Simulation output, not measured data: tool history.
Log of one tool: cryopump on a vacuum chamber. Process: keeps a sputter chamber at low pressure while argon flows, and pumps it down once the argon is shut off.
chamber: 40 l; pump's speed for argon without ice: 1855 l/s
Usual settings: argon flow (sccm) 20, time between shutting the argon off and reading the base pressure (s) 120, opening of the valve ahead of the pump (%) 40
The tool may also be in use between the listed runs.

| run | hour | argon flow (sccm) | time between shutting the argon off and reading the base pressure (s) | opening of the valve ahead of the pump (%) | pressure while argon flows (Pa) | pressure after the wait (uPa) |
|---|---|---|---|---|---|---|
| 1 | 0 | 20 | 120 | 40 | 0.0461 | 1.22 |
| 2 | 17.7 | 39 | 120 | 40 | 0.09 | 1.23 |
| 3 | 31.6 | 20 | 31 | 40 | 0.047 | 2.33 |
| 4 | 46.4 | 20 | 120 | 56 | 0.0336 | 1.23 |
| 5 | 66.8 | 20 | 120 | 56 | 0.0337 | 1.27 |
| 6 | 77.1 | 20 | 120 | 56 | 0.0335 | 1.23 |
| 7 | 93.5 | 10 | 120 | 40 | 0.024 | 1.26 |
| 8 | 102.6 | 10 | 120 | 40 | 0.0239 | 1.25 |
| 9 | 112.7 | 26 | 120 | 40 | 0.0618 | 1.28 |
| 10 | 123.7 | 20 | 120 | 40 | 0.0474 | 1.24 |
| 11 | 140.3 | 20 | 110 | 40 | 0.0472 | 1.36 |
| 12 | 158.3 | 20 | 36 | 40 | 0.0469 | 2.08 |
| 13 | 174 | 28 | 41 | 50 | 0.0529 | 2.03 |
| 14 | 188.7 | 20 | 22 | 18 | 0.103 | 2.91 |
| 15 | 202 | 25 | 120 | 40 | 0.059 | 1.31 |
| 16 | 213.9 | 15 | 256 | 51 | 0.0284 | 1.12 |
| 17 | 222.6 | 27 | 47 | 40 | 0.0645 | 1.88 |
| 18 | 242.9 | 27 | 47 | 40 | 0.0644 | 1.86 |
| 19 | 256.8 | 27 | 97 | 32 | 0.0778 | 1.39 |
| 20 | 272.7 | 21 | 284 | 26 | 0.0748 | 1.08 |
| 21 | 285.6 | 28 | 287 | 26 | 0.1017 | 1.05 |
| 22 | 297.6 | 17 | 91 | 26 | 0.0603 | 1.47 |
| 23 | 309.7 | 17 | 91 | 23 | 0.0685 | 1.4 |
| 24 | 321 | 15 | 229 | 40 | 0.0362 | 1.15 |

4 ways to go on from here, each from the tool as it stands after run 24. What would each give?
| A | 341.5 | 20 | 181 | 40 | ? | ? |
| B | 341.5 | 11 | 120 | 40 | ? | ? |
| C | 341.5 | 25 | 50 | 40 | ? | ? |
| D | 341.5 | 20 | 21 | 44 | ? | ? |

| run | pressure while argon flows (Pa) | pressure after the wait (uPa) |
|---|---|---|
| A | 0.0469 | 1.22 |
| B | 0.026 | 1.32 |
| C | 0.0589 | 1.81 |
| D | 0.0428 | 3.21 |
Without the tool's hidden state the same runs would have given:
| run | pressure while argon flows (Pa) | pressure after the wait (uPa) |
|---|---|---|
| A | 0.0448 | 0.41 |
| B | 0.0249 | 0.53 |
| C | 0.0562 | 1.03 |
| D | 0.0406 | 2.4 |
